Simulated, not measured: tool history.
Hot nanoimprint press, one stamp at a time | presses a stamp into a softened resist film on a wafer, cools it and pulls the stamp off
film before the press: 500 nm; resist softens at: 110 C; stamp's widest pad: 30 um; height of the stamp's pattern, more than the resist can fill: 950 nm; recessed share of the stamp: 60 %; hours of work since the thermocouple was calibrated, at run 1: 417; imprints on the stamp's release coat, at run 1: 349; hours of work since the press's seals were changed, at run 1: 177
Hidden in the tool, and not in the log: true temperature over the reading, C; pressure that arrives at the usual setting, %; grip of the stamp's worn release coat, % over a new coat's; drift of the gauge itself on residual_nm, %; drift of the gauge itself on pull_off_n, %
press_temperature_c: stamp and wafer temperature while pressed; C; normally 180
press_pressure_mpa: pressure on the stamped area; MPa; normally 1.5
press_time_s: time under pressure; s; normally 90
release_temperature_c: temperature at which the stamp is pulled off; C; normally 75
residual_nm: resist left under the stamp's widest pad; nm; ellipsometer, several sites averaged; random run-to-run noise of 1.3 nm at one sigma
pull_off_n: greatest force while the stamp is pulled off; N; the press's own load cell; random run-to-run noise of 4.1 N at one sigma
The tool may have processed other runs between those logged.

| run | hour | press_temperature_c | press_pressure_mpa | press_time_s | release_temperature_c | hours of work since the thermocouple was calibrated | imprints on the stamp's release coat | hours of work since the press's seals were changed | residual_nm | pull_off_n |
|---|---|---|---|---|---|---|---|---|---|---|
| 1 | 0 | 180 | 1.5 | 90 | 75 | 417 | 349 | 177 | 196.6 | 200 |
| 2 | 23.3 | 180 | 1.5 | 161 | 75 | 431 | 433 | 191 | 159 | 196 |
| 3 | 52.8 | 180 | 1.5 | 90 | 75 | 449 | 539 | 209 | 196.6 | 204 |
| 4 | 76.9 | 180 | 1.01 | 90 | 75 | 464 | 626 | 224 | 245.9 | 197 |
| 5 | 92.2 | 180 | 1.01 | 90 | 75 | 473 | 681 | 233 | 244 | 203 |
| 6 | 123.6 | 180 | 1.01 | 90 | 75 | 492 | 794 | 252 | 244.4 | 204 |
|  | 129.6 | plate thermocouple calibrated |
| 7 | 152.3 | 180 | 1.01 | 90 | 75 | 14 | 887 | 268 | 243.9 | 201 |
| 8 | 172.6 | 180 | 1.5 | 90 | 67 | 26 | 960 | 280 | 197 | 239 |
| 9 | 195.9 | 180 | 2.11 | 90 | 67 | 40 | 1044 | 294 | 164.8 | 245 |
| 10 | 224.2 | 180 | 1.5 | 90 | 75 | 57 | 1146 | 311 | 198.4 | 198 |
| 11 | 253.2 | 180 | 1.5 | 90 | 75 | 75 | 1251 | 329 | 197.7 | 202 |
| 12 | 280.7 | 180 | 1.5 | 90 | 75 | 92 | 1350 | 346 | 198.6 | 199 |
| 13 | 312.7 | 180 | 1.5 | 90 | 70 | 111 | 1465 | 365 | 198 | 227 |
| 14 | 344.7 | 172 | 1.5 | 90 | 75 | 131 | 1580 | 384 | 280.9 | 202 |
|  | 362 | stamp cleaned and given a new release coat |
| 15 | 374.1 | 180 | 1.5 | 90 | 68 | 145 | 44 | 399 | 198.9 | 228 |
| 16 | 402.2 | 170 | 1.5 | 112 | 82 | 162 | 145 | 416 | 289.5 | 159 |
| 17 | 431.7 | 180 | 1.08 | 90 | 75 | 180 | 251 | 434 | 237.1 | 201 |
| 18 | 461.5 | 180 | 1.08 | 90 | 75 | 198 | 358 | 452 | 237.6 | 194 |
| 19 | 484.9 | 181 | 1.5 | 50 | 75 | 212 | 443 | 466 | 232.5 | 192 |
| 20 | 505.1 | 175 | 1.94 | 90 | 71 | 224 | 516 | 478 | 217.5 | 215 |
| 21 | 520.4 | 175 | 1.94 | 90 | 71 | 234 | 570 | 487 | 216.7 | 224 |
| 22 | 539.4 | 181 | 1.74 | 115 | 74 | 245 | 639 | 499 | 160 | 203 |
| 23 | 555 | 180 | 1.03 | 52 | 67 | 255 | 695 | 509 | 287.2 | 237 |
| 24 | 573.2 | 180 | 1.03 | 52 | 67 | 266 | 761 | 520 | 291.9 | 228 |
| 25 | 586.3 | 180 | 1.03 | 52 | 67 | 274 | 808 | 528 | 288.9 | 235 |
| 26 | 614.5 | 187 | 1.42 | 153 | 63 | 291 | 909 | 545 | 124.8 | 251 |
| 27 | 644.3 | 187 | 1.42 | 153 | 63 | 309 | 1017 | 563 | 122.9 | 261 |
| 28 | 667.5 | 187 | 1.42 | 153 | 63 | 323 | 1100 | 577 | 122.1 | 259 |
| 29 | 683.6 | 187 | 1.42 | 153 | 63 | 333 | 1159 | 587 | 124.1 | 250 |

Alternative continuations, all from the tool just after run 29; predict every row:
| A | 699.7 | 183 | 1.5 | 150 | 79 | 343 | 1216 | 596 | ? | ? |
| B | 699.7 | 187 | 1.15 | 153 | 74 | 343 | 1216 | 596 | ? | ? |
| C | 699.7 | 178 | 1.96 | 90 | 73 | 343 | 1216 | 596 | ? | ? |
| D | 699.7 | 187 | 1.42 | 60 | 63 | 343 | 1216 | 596 | ? | ? |

| run | residual_nm | pull_off_n |
|---|---|---|
| A | 144.2 | 181 |
| B | 139.8 | 208 |
| C | 187.1 | 208 |
| D | 176.8 | 255 |
What these runs would have given with no unlogged condition in the tool:
| run | residual_nm | pull_off_n |
|---|---|---|
| A | 144 | 180 |
| B | 139.7 | 207 |
| C | 186.9 | 207 |
| D | 176.7 | 254 |
